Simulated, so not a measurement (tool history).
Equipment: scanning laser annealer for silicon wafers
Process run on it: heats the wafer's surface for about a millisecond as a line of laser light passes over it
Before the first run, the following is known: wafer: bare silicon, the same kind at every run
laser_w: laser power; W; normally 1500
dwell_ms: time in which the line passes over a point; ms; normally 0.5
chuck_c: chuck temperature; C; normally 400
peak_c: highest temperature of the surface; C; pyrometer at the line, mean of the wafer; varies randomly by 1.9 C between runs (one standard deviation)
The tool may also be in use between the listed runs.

Run 1, day 0: usual settings. Result: peak_c 1098 C.
Run 2, day 0.667: usual settings but laser_w 1646 W. Result: peak_c 1184 C.
Run 3, day 1.588: usual settings but laser_w 1321 W. Result: peak_c 998 C.
Run 4, day 2.454: usual settings but laser_w 1309 W. Result: peak_c 989 C.
Run 5, day 3.383: usual settings. Result: peak_c 1097 C.
Run 6, day 4.392: usual settings but chuck_c 376 C. Result: peak_c 1072 C.
Run 7, day 4.908: usual settings but dwell_ms 0.476 ms. Result: peak_c 1077 C.
Run 8, day 5.958: usual settings but dwell_ms 0.476 ms. Result: peak_c 1079 C.
Run 9, day 6.458: usual settings. Result: peak_c 1096 C.
Run 10, day 7.375: usual settings. Result: peak_c 1098 C.
Run 11, day 8.154: usual settings but laser_w 1432 W. Result: peak_c 1056 C.
Run 12, day 8.738: usual settings but laser_w 1432 W. Result: peak_c 1056 C.
Run 13, day 9.183: usual settings. Result: peak_c 1096 C.
Run 14, day 10.108: usual settings. Result: peak_c 1093 C.
Run 15, day 10.883: usual settings but dwell_ms 0.51 ms. Result: peak_c 1101 C.
Run 16, day 11.354: usual settings. Result: peak_c 1096 C.
Run 17, day 12.125: usual settings. Result: peak_c 1095 C.
Run 18, day 12.642: usual settings but laser_w 1623 W, dwell_ms 0.382 ms, chuck_c 384 C. Result: peak_c 1038 C.
Run 19, day 13.492: usual settings but laser_w 1623 W, dwell_ms 0.561 ms, chuck_c 411 C. Result: peak_c 1225 C.
Run 20, day 14.058: usual settings but laser_w 1434 W, dwell_ms 0.581 ms. Result: peak_c 1115 C.
Run 21, day 14.704: usual settings but laser_w 1434 W, dwell_ms 0.581 ms. Result: peak_c 1113 C.
Run 22, day 15.262: usual settings but laser_w 1617 W, dwell_ms 0.461 ms. Result: peak_c 1124 C.
Run 23, day 16.192: usual settings but dwell_ms 0.412 ms, chuck_c 361 C. Result: peak_c 976 C.
Run 24, day 16.846: usual settings but laser_w 1584 W, dwell_ms 0.465 ms, chuck_c 370 C. Result: peak_c 1074 C.
Run 25, day 17.862: usual settings but laser_w 1584 W, dwell_ms 0.465 ms, chuck_c 370 C. Result: peak_c 1077 C.
Run 26, day 18.379: usual settings but laser_w 1504 W, dwell_ms 0.465 ms, chuck_c 370 C. Result: peak_c 1032 C.
Run 27, day 18.883: usual settings but laser_w 1504 W, dwell_ms 0.465 ms, chuck_c 370 C. Result: peak_c 1030 C.
Run 28, day 19.529: usual settings but laser_w 1640 W, dwell_ms 0.576 ms, chuck_c 384 C. Result: peak_c 1218 C.
Run 29, day 20.175: usual settings but dwell_ms 0.493 ms, chuck_c 420 C. Result: peak_c 1096 C.
Run 30, day 20.671: usual settings but laser_w 1543 W, dwell_ms 0.469 ms, chuck_c 422 C. Result: peak_c 1107 C.
Run 31, day 21.308: usual settings but laser_w 1494 W, chuck_c 383 C. Result: peak_c 1068 C.
Run 32, day 21.862: usual settings but laser_w 1494 W, chuck_c 383 C. Result: peak_c 1065 C.
Run 33, day 22.842: usual settings but laser_w 1638 W, dwell_ms 0.605 ms, chuck_c 365 C. Result: peak_c 1218 C.

Some steps in peak_c between neighbouring runs. How much of each would the tool show without its hidden state too (settings, what came in, random variation), and how much is left for the hidden state, with any gauge scatter that isn't in both results?
The hidden state here: light that passes the window, % of a clean one's; laser's true power over the reading, %; width of the line over the set one, %; drift of the gauge itself on peak_c, C.
Run 2 -> 3: laser_w 1646 -> 1321. peak_c -186 C: hidden state +3, all else -189.
Run 18 -> 19: dwell_ms 0.382 -> 0.561, chuck_c 384 -> 411. peak_c +187 C: hidden state -6, all else +193.
Run 27 -> 28: laser_w 1504 -> 1640, dwell_ms 0.465 -> 0.576, chuck_c 370 -> 384. peak_c +188 C: hidden state -7, all else +195.
Run 32 -> 33: laser_w 1494 -> 1638, dwell_ms 0.5 -> 0.605, chuck_c 383 -> 365. peak_c +153 C: hidden state -8, all else +161.

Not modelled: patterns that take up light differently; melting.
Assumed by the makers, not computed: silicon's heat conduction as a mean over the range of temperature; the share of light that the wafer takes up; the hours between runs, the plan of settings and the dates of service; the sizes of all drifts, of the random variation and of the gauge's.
